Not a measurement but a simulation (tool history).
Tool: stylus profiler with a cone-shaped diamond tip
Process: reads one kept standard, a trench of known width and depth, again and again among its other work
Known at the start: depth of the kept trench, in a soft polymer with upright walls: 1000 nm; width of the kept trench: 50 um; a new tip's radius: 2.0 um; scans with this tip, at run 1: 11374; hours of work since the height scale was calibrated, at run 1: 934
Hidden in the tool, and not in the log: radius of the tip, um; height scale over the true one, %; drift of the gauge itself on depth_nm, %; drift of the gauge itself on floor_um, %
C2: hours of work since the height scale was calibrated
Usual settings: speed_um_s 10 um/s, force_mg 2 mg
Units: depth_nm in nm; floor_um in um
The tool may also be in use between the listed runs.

{"run": 1, "hour": 0.0, "speed_um_s": 10, "force_mg": 2, "scans with this tip": 11374, "C2": 934, "depth_nm": 1014.56, "floor_um": 44.63}
{"run": 2, "hour": 23.6, "speed_um_s": 39, "force_mg": 2, "scans with this tip": 11539, "C2": 947, "depth_nm": 1015.06, "floor_um": 44.42}
{"run": 3, "hour": 45.9, "speed_um_s": 10, "force_mg": 1.24, "scans with this tip": 11695, "C2": 960, "depth_nm": 1011.53, "floor_um": 44.59}
{"run": 4, "hour": 76.2, "speed_um_s": 10, "force_mg": 1.13, "scans with this tip": 11907, "C2": 978, "depth_nm": 1010.49, "floor_um": 44.51}
{"run": 5, "hour": 104.0, "speed_um_s": 10, "force_mg": 1.13, "scans with this tip": 12102, "C2": 993, "depth_nm": 1010.86, "floor_um": 44.52}
{"run": 6, "hour": 119.2, "speed_um_s": 10, "force_mg": 2, "scans with this tip": 12208, "C2": 1002, "depth_nm": 1015.21, "floor_um": 44.49}
{"run": 7, "hour": 133.6, "speed_um_s": 10, "force_mg": 1.4, "scans with this tip": 12309, "C2": 1010, "depth_nm": 1012.47, "floor_um": 44.42}
{"hour": 136.1, "done": "height scale calibrated on a step standard"}
{"run": 8, "hour": 167.0, "speed_um_s": 10, "force_mg": 1.4, "scans with this tip": 12539, "C2": 18, "depth_nm": 1012.77, "floor_um": 44.49}
{"run": 9, "hour": 187.8, "speed_um_s": 38, "force_mg": 2, "scans with this tip": 12685, "C2": 30, "depth_nm": 1015.26, "floor_um": 44.28}
{"run": 10, "hour": 204.2, "speed_um_s": 38, "force_mg": 2, "scans with this tip": 12799, "C2": 39, "depth_nm": 1015.63, "floor_um": 44.3}
{"run": 11, "hour": 221.5, "speed_um_s": 7, "force_mg": 2, "scans with this tip": 12920, "C2": 49, "depth_nm": 1015.49, "floor_um": 44.42}
{"run": 12, "hour": 243.5, "speed_um_s": 10, "force_mg": 3.11, "scans with this tip": 13074, "C2": 62, "depth_nm": 1020.05, "floor_um": 44.41}
{"run": 13, "hour": 265.7, "speed_um_s": 29, "force_mg": 1.39, "scans with this tip": 13229, "C2": 74, "depth_nm": 1012.65, "floor_um": 44.23}
{"run": 14, "hour": 298.7, "speed_um_s": 14, "force_mg": 0.75, "scans with this tip": 13461, "C2": 93, "depth_nm": 1009.33, "floor_um": 44.25}
{"hour": 321.5, "done": "height scale calibrated on a step standard, once more"}
{"run": 15, "hour": 325.6, "speed_um_s": 17, "force_mg": 2, "scans with this tip": 13645, "C2": 2, "depth_nm": 1013.02, "floor_um": 44.29}
{"run": 16, "hour": 354.0, "speed_um_s": 4, "force_mg": 2, "scans with this tip": 13844, "C2": 19, "depth_nm": 1013.16, "floor_um": 44.31}
{"run": 17, "hour": 372.7, "speed_um_s": 3, "force_mg": 2, "scans with this tip": 13975, "C2": 29, "depth_nm": 1013.28, "floor_um": 44.32}
{"run": 18, "hour": 398.2, "speed_um_s": 10, "force_mg": 5.28, "scans with this tip": 14153, "C2": 44, "depth_nm": 1025.53, "floor_um": 44.27}
{"run": 19, "hour": 431.9, "speed_um_s": 30, "force_mg": 1.65, "scans with this tip": 14389, "C2": 63, "depth_nm": 1011.58, "floor_um": 44.04}
{"run": 20, "hour": 448.6, "speed_um_s": 33, "force_mg": 2.73, "scans with this tip": 14506, "C2": 73, "depth_nm": 1016.02, "floor_um": 44.13}

Forecast each of these 4 alternatives for the next run:
{"run": "A", "hour": 464.1, "speed_um_s": 31, "force_mg": 1.58, "scans with this tip": 14615, "C2": 82, "depth_nm": "?", "floor_um": "?"}
{"run": "B", "hour": 464.1, "speed_um_s": 22, "force_mg": 3.77, "scans with this tip": 14615, "C2": 82, "depth_nm": "?", "floor_um": "?"}
{"run": "C", "hour": 464.1, "speed_um_s": 4, "force_mg": 4.36, "scans with this tip": 14615, "C2": 82, "depth_nm": "?", "floor_um": "?"}
{"run": "D", "hour": 464.1, "speed_um_s": 3, "force_mg": 0.8, "scans with this tip": 14615, "C2": 82, "depth_nm": "?", "floor_um": "?"}

run=A depth_nm=1011.02 floor_um=44
run=B depth_nm=1019.87 floor_um=44.12
run=C depth_nm=1022.16 floor_um=44.22
run=D depth_nm=1007.39 floor_um=44.2
Without the tool's hidden state the same runs would have given:
run=A depth_nm=1010.96 floor_um=46.28
run=B depth_nm=1019.8 floor_um=46.41
run=C depth_nm=1022.09 floor_um=46.5
run=D depth_nm=1007.32 floor_um=46.49
